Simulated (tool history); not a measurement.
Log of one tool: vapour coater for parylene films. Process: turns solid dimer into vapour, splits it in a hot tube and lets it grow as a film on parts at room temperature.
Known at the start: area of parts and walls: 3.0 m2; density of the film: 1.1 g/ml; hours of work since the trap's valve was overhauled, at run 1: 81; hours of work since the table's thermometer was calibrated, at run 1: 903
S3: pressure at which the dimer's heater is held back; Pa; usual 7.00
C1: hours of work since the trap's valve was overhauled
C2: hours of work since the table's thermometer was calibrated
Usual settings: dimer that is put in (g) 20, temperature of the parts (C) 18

Run 1, hour 0.0: usual settings; C1 81; C2 903. Result: thickness of the film (nm) 3830.
Run 2, hour 35.0: usual settings; C1 106; C2 928. Result: thickness of the film (nm) 3790.
Run 3, hour 75.2: usual settings; C1 135; C2 957. Result: thickness of the film (nm) 3750.
Run 4, hour 123.3: usual settings; C1 170; C2 992. Result: thickness of the film (nm) 3630.
Run 5, hour 147.3: usual settings; C1 188; C2 1010. Result: thickness of the film (nm) 3610.
Run 6, hour 177.3: usual settings; C1 209; C2 1031. Result: thickness of the film (nm) 3510.
Run 7, hour 198.9: usual settings; C1 225; C2 1047. Result: thickness of the film (nm) 3540.
Run 8, hour 226.0: usual settings; C1 245; C2 1067. Result: thickness of the film (nm) 3430.
At hour 234.4: trap's valve overhauled.
Run 9, hour 274.0: usual settings but dimer that is put in (g) 28, temperature of the parts (C) 14, S3 2.89 Pa; C1 29; C2 1099. Result: thickness of the film (nm) 6060.
Run 10, hour 312.6: usual settings but dimer that is put in (g) 14, S3 11.26 Pa; C1 57; C2 1127. Result: thickness of the film (nm) 1990.
At hour 341.5: trap's valve overhauled, once more.
Run 11, hour 342.4: usual settings but dimer that is put in (g) 27, S3 6.14 Pa; C1 1; C2 1145. Result: thickness of the film (nm) 5640.
Run 12, hour 376.7: usual settings but dimer that is put in (g) 27, S3 6.14 Pa; C1 26; C2 1170. Result: thickness of the film (nm) 5490.
Run 13, hour 408.8: usual settings but dimer that is put in (g) 24, temperature of the parts (C) 29, S3 5.00 Pa; C1 49; C2 1194. Result: thickness of the film (nm) 2950.
Run 14, hour 443.5: usual settings but dimer that is put in (g) 14, temperature of the parts (C) 24; C1 74; C2 1219. Result: thickness of the film (nm) 2060.
Run 15, hour 473.5: usual settings but dimer that is put in (g) 14, temperature of the parts (C) 24; C1 96; C2 1241. Result: thickness of the film (nm) 2040.

Some steps in thickness of the film (nm) between neighbouring runs. How much of each would the tool show without its hidden state too (settings, what came in, random variation), and how much is left for the hidden state, with any gauge scatter that isn't in both results?
The hidden state here: vapour lost through the trap's worn valve, %; true temperature of the parts over the reading, C; drift of the gauge itself on film_um, %.
Run 8 -> 9: dimer that is put in (g) 20 -> 28, temperature of the parts (C) 18 -> 14, S3 7.00 -> 2.89, trap's valve overhauled. thickness of the film (nm) +2630: hidden state -1180, all else +3810.
Run 9 -> 10: dimer that is put in (g) 28 -> 14, temperature of the parts (C) 14 -> 18, S3 2.89 -> 11.26. thickness of the film (nm) -4070: hidden state +1090, all else -5160.
